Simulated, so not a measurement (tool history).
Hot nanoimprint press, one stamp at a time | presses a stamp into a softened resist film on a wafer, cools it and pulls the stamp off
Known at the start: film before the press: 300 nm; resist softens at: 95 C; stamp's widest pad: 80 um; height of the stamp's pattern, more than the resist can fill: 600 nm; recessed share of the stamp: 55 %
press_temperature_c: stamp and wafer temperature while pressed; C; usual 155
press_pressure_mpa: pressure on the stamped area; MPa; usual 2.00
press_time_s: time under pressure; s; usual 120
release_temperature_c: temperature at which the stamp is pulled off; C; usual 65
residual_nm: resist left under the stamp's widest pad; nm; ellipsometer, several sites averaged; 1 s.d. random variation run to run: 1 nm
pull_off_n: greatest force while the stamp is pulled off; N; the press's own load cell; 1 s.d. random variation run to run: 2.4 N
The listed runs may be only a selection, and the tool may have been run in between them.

run 1 day=0.000 | press_temperature_c=155 press_pressure_mpa=2.00 press_time_s=120 release_temperature_c=65 | residual_nm=154.5 pull_off_n=110
run 2 day=1.258 | press_temperature_c=155 press_pressure_mpa=2.00 press_time_s=120 release_temperature_c=51 | residual_nm=154.4 pull_off_n=120
run 3 day=2.133 | press_temperature_c=155 press_pressure_mpa=2.20 press_time_s=120 release_temperature_c=65 | residual_nm=148.2 pull_off_n=114
run 4 day=3.133 | press_temperature_c=155 press_pressure_mpa=2.00 press_time_s=194 release_temperature_c=65 | residual_nm=131.5 pull_off_n=122
run 5 day=4.538 | press_temperature_c=155 press_pressure_mpa=2.00 press_time_s=194 release_temperature_c=65 | residual_nm=130.8 pull_off_n=118
run 6 day=6.133 | press_temperature_c=155 press_pressure_mpa=2.00 press_time_s=194 release_temperature_c=65 | residual_nm=132.2 pull_off_n=124
run 7 day=7.988 | press_temperature_c=155 press_pressure_mpa=2.65 press_time_s=194 release_temperature_c=65 | residual_nm=113.4 pull_off_n=125
-- day=9.396 stamp cleaned and given a new release coat
run 8 day=9.425 | press_temperature_c=155 press_pressure_mpa=1.33 press_time_s=120 release_temperature_c=65 | residual_nm=184.2 pull_off_n=107
run 9 day=10.354 | press_temperature_c=155 press_pressure_mpa=1.33 press_time_s=120 release_temperature_c=65 | residual_nm=184.9 pull_off_n=113
run 10 day=11.692 | press_temperature_c=155 press_pressure_mpa=2.76 press_time_s=120 release_temperature_c=65 | residual_nm=134.2 pull_off_n=112

Forecast run 11:
run 11 day=13.304 | press_temperature_c=155 press_pressure_mpa=2.00 press_time_s=120 release_temperature_c=54 | residual_nm=? pull_off_n=?

{"run 11": {"residual_nm": 155.9, "pull_off_n": 123}}
Had the tool carried no hidden state, the very same run would have given residual_nm 150.5 nm, pull_off_n 112 N.

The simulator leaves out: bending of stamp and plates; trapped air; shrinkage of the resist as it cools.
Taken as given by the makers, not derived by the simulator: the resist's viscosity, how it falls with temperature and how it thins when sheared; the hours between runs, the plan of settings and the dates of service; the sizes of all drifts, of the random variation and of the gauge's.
